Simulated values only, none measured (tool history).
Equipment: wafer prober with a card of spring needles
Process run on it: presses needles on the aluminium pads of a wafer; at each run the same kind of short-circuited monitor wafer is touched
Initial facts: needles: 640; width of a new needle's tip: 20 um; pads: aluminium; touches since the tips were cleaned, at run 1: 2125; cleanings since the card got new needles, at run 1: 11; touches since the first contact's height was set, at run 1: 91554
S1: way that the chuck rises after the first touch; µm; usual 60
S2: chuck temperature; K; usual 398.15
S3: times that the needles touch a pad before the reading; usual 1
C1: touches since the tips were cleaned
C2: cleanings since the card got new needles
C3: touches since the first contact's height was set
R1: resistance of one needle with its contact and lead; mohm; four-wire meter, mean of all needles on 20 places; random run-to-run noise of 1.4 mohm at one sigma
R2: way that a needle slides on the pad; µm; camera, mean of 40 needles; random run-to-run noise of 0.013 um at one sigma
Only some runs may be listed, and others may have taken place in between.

run   hour  S1      S2  S3    C1  C2      C3   R1     R2
  1      0  60  398.15   1  2125  11   91554  155  14.11
  2      5  60  398.15   1  3364  11   92793  159  14.11
  3   15.1  60  398.15   1  5895  11   95324  163   14.1
      18.7  -- tips cleaned on abrasive film
  4   25.3  60  398.15   3  1645  12   97825  147  14.09
  5   30.5  60  398.15   3  2939  12   99119  149  14.08
  6   39.7  60  398.15   1  5242  12  101422  160  14.11
      40.6  -- height of the first contact set anew
        47  -- tips cleaned on abrasive film
  7   49.7  60  398.15   1   684  13    2248  150  14.04
  8   54.8  60  398.15   1  1935  13    3499  154  14.05
  9   59.2  77  398.15   1  3043  13    4607  149  18.09
 10   66.1  77  398.15   1  4763  13    6327  154  18.05
      70.5  -- height of the first contact set anew, once more
      74.7  -- tips cleaned on abrasive film
 11   74.7  45  299.15   1     0  14    1013  136  10.67
 12   82.9  45  299.15   1  2045  14    3058  153  10.67
 13   87.6  71  398.15   1  3214  14    4227  153  16.85
 14   94.3  71  398.15   1  4864  14    5877  153  16.87
     102.3  -- tips cleaned on abrasive film
 15  103.3  71  398.15   1   243  15    8097  142  16.83
 16  108.3  51  398.15   3  1502  15    9356  154  12.09
 17  116.8  60  341.15   1  3605  15   11459  151  14.24

Results per run with the tool's hidden condition removed, run-to-run variation unchanged:
Hidden state at play: debris on the tips, nm; way that the needles fall short of the set height, um; tips' diameter, um; drift of the gauge itself on contact_mohm, %; drift of the gauge itself on scrub_um, %.
run   R1     R2
  1  145  14.25
  2  146  14.25
  3  146  14.24
  4  143  14.25
  5  144  14.24
  6  144  14.27
  7  145  14.25
  8  144  14.26
  9  140   18.3
 10  144  18.26
 11  134  10.68
 12  133  10.68
 13  144  16.87
 14  142  16.88
 15  140  16.86
 16  150  12.12
 17  136  14.26

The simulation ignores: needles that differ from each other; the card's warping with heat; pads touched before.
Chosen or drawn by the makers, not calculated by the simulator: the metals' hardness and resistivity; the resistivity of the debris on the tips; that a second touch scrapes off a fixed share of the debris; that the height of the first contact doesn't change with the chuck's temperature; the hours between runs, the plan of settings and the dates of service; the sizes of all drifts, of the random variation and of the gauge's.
